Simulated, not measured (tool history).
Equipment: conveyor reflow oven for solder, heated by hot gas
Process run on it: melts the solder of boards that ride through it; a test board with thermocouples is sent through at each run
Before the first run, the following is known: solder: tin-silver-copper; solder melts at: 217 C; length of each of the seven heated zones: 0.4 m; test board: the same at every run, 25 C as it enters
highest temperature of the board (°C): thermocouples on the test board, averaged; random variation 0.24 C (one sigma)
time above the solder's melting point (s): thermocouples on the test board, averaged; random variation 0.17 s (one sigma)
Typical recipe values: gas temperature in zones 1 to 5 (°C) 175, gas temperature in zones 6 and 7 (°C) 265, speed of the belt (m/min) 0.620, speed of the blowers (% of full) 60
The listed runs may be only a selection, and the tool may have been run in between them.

run	hour	gas temperature in zones 1 to 5 (°C)	gas temperature in zones 6 and 7 (°C)	speed of the belt (m/min)	speed of the blowers (% of full)	highest temperature of the board (°C)	time above the solder's melting point (s)
1	0.0	175	265	0.620	60	250.5	58.6
2	13.7	175	265	0.620	60	250.5	58.4
3	34.3	175	265	0.620	60	250.3	58.1
4	55.3	175	265	0.620	68	252.0	59.8
5	65.4	175	265	0.620	68	252.3	59.9
6	85.6	175	255	0.535	60	244.6	64.5
# hour 92.5: flux residue cleaned out of gas plates and filters
7	110.8	175	255	0.535	60	244.5	63.9
# hour 136.4: flux residue cleaned out of gas plates and filters, once more
8	136.6	175	255	0.535	60	244.7	64.7
9	149.9	181	274	0.620	89	263.7	69.5
10	163.9	175	265	0.623	60	250.4	58.1

Each row is a separate what-if for the run after 10, all from the same tool condition, not one after another. Results?
A	176.3	175	271	0.620	67	?	?
B	176.3	175	257	0.635	60	?	?
C	176.3	175	265	0.579	60	?	?
D	176.3	168	265	0.557	62	?	?
E	176.3	187	266	0.609	60	?	?

run	highest temperature of the board (°C)	time above the solder's melting point (s)
A	257.0	63.1
B	242.6	50.5
C	252.3	64.2
D	252.7	65.4
E	253.3	66.8
Stripped of hidden state, with their random variation kept, the same runs would have yielded:
run	highest temperature of the board (°C)	time above the solder's melting point (s)
A	259.2	64.0
B	244.8	52.1
C	254.5	65.4
D	254.9	66.6
E	255.4	67.8
